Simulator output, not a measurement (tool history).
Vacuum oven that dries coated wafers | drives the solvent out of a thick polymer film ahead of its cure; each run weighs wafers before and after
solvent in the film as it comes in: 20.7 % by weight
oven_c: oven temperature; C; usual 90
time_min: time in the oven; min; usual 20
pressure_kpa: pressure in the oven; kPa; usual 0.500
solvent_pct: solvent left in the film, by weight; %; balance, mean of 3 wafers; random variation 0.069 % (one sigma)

run,hour,oven_c,time_min,pressure_kpa,solvent_pct
1,0.0,90,20,0.500,4.88
2,9.8,81,20,0.500,7.72
3,21.0,90,20,0.883,5.07
4,28.0,90,20,0.883,5.27
5,38.3,90,20,0.883,5.15
6,45.9,80,20,0.500,8.24
7,56.9,80,20,0.500,8.11
8,65.4,80,20,0.500,8.19
9,74.7,80,20,0.500,8.13
10,82.0,80,20,0.500,8.21
11,96.1,80,20,0.500,8.19
12,104.8,80,20,0.432,8.18
13,120.6,80,20,0.432,8.06
14,127.4,80,20,0.432,8.10
15,134.5,90,20,0.418,4.90
16,140.9,83,20,0.418,7.11
17,148.8,90,20,0.500,4.90
18,163.7,90,20,0.500,4.92
19,177.8,90,20,0.500,4.75
20,193.5,90,20,0.500,4.96
21,200.9,90,20,0.500,4.98
22,214.0,90,20,0.500,4.84
23,229.2,90,20,0.500,5.06
24,235.8,90,20,0.500,5.06
25,250.9,90,14,0.451,7.06
26,262.4,90,13,1.962,8.72
27,274.3,97,20,0.319,2.81
28,283.6,97,20,0.319,2.95
29,295.9,77,35,0.259,5.63
30,303.3,77,35,0.259,5.74
31,319.0,104,26,0.501,0.94
32,331.8,104,26,0.501,0.98
33,346.7,104,26,0.501,0.90
34,356.2,104,26,0.501,0.95
35,367.8,104,26,0.501,0.97
36,379.7,86,26,1.610,5.99
37,386.5,85,23,0.592,5.93
38,397.5,87,17,1.063,7.47
39,408.6,102,19,1.097,2.70
40,416.4,90,15,1.649,7.70
41,423.4,78,18,1.856,10.96
42,438.3,80,15,0.500,9.83
43,450.1,84,11,1.405,10.95
44,462.3,94,11,0.314,7.35
45,474.3,90,20,0.579,5.03
46,483.1,91,20,1.313,5.60
47,498.5,104,20,1.539,2.34

Some steps in solvent_pct between neighbouring runs. How much of each would the tool show without its hidden state too (settings, what came in, random variation), and how much is left for the hidden state, with any gauge scatter that isn't in both results?
The hidden state here: true wafer temperature over the reading, C; true pressure over the reading, kPa; drift of the gauge itself on solvent_pct, %.
Run 26 -> 27: oven_c 90 -> 97, time_min 13 -> 20, pressure_kpa 1.962 -> 0.319. solvent_pct -5.91 %: hidden state -0.05, all else -5.86.
Run 30 -> 31: oven_c 77 -> 104, time_min 35 -> 26, pressure_kpa 0.259 -> 0.501. solvent_pct -4.80 %: hidden state -0.24, all else -4.56.
Run 35 -> 36: oven_c 104 -> 86, pressure_kpa 0.501 -> 1.610. solvent_pct +5.02 %: hidden state +0.23, all else +4.79.
Run 39 -> 40: oven_c 102 -> 90, time_min 19 -> 15, pressure_kpa 1.097 -> 1.649. solvent_pct +5.00 %: hidden state +0.13, all else +4.87.
Run 46 -> 47: oven_c 91 -> 104, pressure_kpa 1.313 -> 1.539. solvent_pct -3.26 %: hidden state -0.15, all else -3.11.
